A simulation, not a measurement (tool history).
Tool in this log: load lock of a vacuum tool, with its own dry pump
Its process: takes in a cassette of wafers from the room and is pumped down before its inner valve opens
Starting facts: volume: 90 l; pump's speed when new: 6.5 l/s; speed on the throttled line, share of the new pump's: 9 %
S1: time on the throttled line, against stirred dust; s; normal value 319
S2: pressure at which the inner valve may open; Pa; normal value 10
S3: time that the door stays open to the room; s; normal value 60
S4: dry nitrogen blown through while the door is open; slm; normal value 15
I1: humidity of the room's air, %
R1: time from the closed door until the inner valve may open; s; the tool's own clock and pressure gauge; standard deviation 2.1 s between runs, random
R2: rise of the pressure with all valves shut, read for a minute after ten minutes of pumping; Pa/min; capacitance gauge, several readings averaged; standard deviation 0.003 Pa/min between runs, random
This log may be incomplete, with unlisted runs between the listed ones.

{"run": 1, "hour": 0.0, "S1": 319, "S2": 10, "S3": 60, "S4": 15, "I1": 43.7, "R1": 427.7, "R2": 0.481}
{"run": 2, "hour": 461.9, "S1": 319, "S2": 10, "S3": 60, "S4": 15, "I1": 44, "R1": 422.3, "R2": 0.515}
{"run": 3, "hour": 899.3, "S1": 319, "S2": 10, "S3": 60, "S4": 15, "I1": 43.5, "R1": 423.5, "R2": 0.546}
{"run": 4, "hour": 1306.1, "S1": 319, "S2": 10, "S3": 60, "S4": 15, "I1": 43.4, "R1": 430.8, "R2": 0.565}
{"run": 5, "hour": 1534.0, "S1": 319, "S2": 10, "S3": 60, "S4": 13, "I1": 43.4, "R1": 431, "R2": 0.593}
{"run": 6, "hour": 1904.0, "S1": 319, "S2": 10, "S3": 60, "S4": 13, "I1": 45.7, "R1": 429.2, "R2": 0.6}
{"hour": 2219.1, "done": "door's seal changed, seat wiped"}
{"run": 7, "hour": 2304.2, "S1": 319, "S2": 17, "S3": 60, "S4": 15, "I1": 44.7, "R1": 423.6, "R2": 0.03}
{"run": 8, "hour": 2688.0, "S1": 319, "S2": 12, "S3": 60, "S4": 15, "I1": 44.6, "R1": 427.9, "R2": 0.034}
{"run": 9, "hour": 3113.2, "S1": 319, "S2": 12, "S3": 60, "S4": 15, "I1": 43.5, "R1": 428.7, "R2": 0.041}
{"run": 10, "hour": 3429.5, "S1": 319, "S2": 12, "S3": 60, "S4": 15, "I1": 44.2, "R1": 423.9, "R2": 0.05}

Expected results for the next run?
{"run": 11, "hour": 3874.5, "S1": 299, "S2": 17, "S3": 30, "S4": 15, "I1": 40.3, "R1": "?", "R2": "?"}

{"run 11": {"R1": 405.2, "R2": 0.037}}
If the tool had no hidden condition, the same run with the same run-to-run variation would have returned R1 394.4 s, R2 0.011 Pa/min.
